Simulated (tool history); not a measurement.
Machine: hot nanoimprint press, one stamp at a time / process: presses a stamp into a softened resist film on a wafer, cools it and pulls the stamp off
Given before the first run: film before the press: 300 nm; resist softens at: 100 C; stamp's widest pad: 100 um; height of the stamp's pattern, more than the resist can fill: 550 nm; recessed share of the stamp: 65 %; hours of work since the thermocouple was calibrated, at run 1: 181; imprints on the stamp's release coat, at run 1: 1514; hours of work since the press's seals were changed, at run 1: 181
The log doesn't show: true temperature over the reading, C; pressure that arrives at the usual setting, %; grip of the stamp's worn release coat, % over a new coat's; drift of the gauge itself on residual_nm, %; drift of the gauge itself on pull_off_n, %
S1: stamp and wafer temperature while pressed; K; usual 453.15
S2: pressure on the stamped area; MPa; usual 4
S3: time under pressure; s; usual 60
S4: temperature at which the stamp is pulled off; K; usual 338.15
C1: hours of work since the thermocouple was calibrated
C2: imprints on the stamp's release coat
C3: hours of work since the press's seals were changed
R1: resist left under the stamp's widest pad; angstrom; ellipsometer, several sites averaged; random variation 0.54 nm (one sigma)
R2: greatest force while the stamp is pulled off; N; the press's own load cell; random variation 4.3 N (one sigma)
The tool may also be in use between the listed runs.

| run | day | S1 | S2 | S3 | S4 | C1 | C2 | C3 | R1 | R2 |
|---|---|---|---|---|---|---|---|---|---|---|
| 1 | 0 | 453.15 | 4 | 60 | 338.15 | 181 | 1514 | 181 | 1484 | 274 |
| 2 | 3.071 | 453.15 | 4 | 60 | 338.15 | 219 | 1687 | 219 | 1479 | 275 |
| 3 | 5.396 | 448.15 | 4 | 60 | 338.15 | 248 | 1817 | 248 | 1675 | 289 |
| 4 | 7.812 | 448.15 | 4 | 60 | 338.15 | 278 | 1953 | 278 | 1690 | 288 |
| 5 | 10.983 | 448.15 | 4 | 60 | 338.15 | 317 | 2131 | 317 | 1692 | 280 |
|  | 11.792 | stamp cleaned and given a new release coat |
| 6 | 13.133 | 448.15 | 4 | 60 | 338.15 | 340 | 76 | 340 | 1685 | 213 |
| 7 | 15.958 | 448.15 | 4 | 60 | 338.15 | 375 | 235 | 375 | 1702 | 208 |
| 8 | 17.5 | 446.15 | 4 | 103 | 338.15 | 394 | 321 | 394 | 1500 | 216 |
| 9 | 18.888 | 446.15 | 4.9 | 103 | 338.15 | 412 | 399 | 412 | 1380 | 224 |
| 10 | 20.696 | 446.15 | 3.81 | 73 | 338.15 | 434 | 501 | 434 | 1712 | 228 |
| 11 | 23.012 | 460.15 | 2.74 | 60 | 338.15 | 463 | 631 | 463 | 1508 | 227 |
| 12 | 25.788 | 453.15 | 4 | 80 | 338.15 | 497 | 787 | 497 | 1362 | 246 |

3 ways to go on from here, each from the tool as it stands after run 12. What would each give?
| A | 27.412 | 453.15 | 2.5 | 80 | 338.15 | 517 | 878 | 517 | ? | ? |
| B | 27.412 | 453.15 | 5.34 | 80 | 338.15 | 517 | 878 | 517 | ? | ? |
| C | 27.412 | 460.15 | 4 | 80 | 338.15 | 517 | 878 | 517 | ? | ? |

| run | R1 | R2 |
|---|---|---|
| A | 1691 | 247 |
| B | 1201 | 237 |
| C | 1138 | 245 |
The same runs, with their run-to-run variation unchanged, on a tool lacking any hidden condition would have given:
| run | R1 | R2 |
|---|---|---|
| A | 1644 | 212 |
| B | 1143 | 203 |
| C | 1093 | 211 |

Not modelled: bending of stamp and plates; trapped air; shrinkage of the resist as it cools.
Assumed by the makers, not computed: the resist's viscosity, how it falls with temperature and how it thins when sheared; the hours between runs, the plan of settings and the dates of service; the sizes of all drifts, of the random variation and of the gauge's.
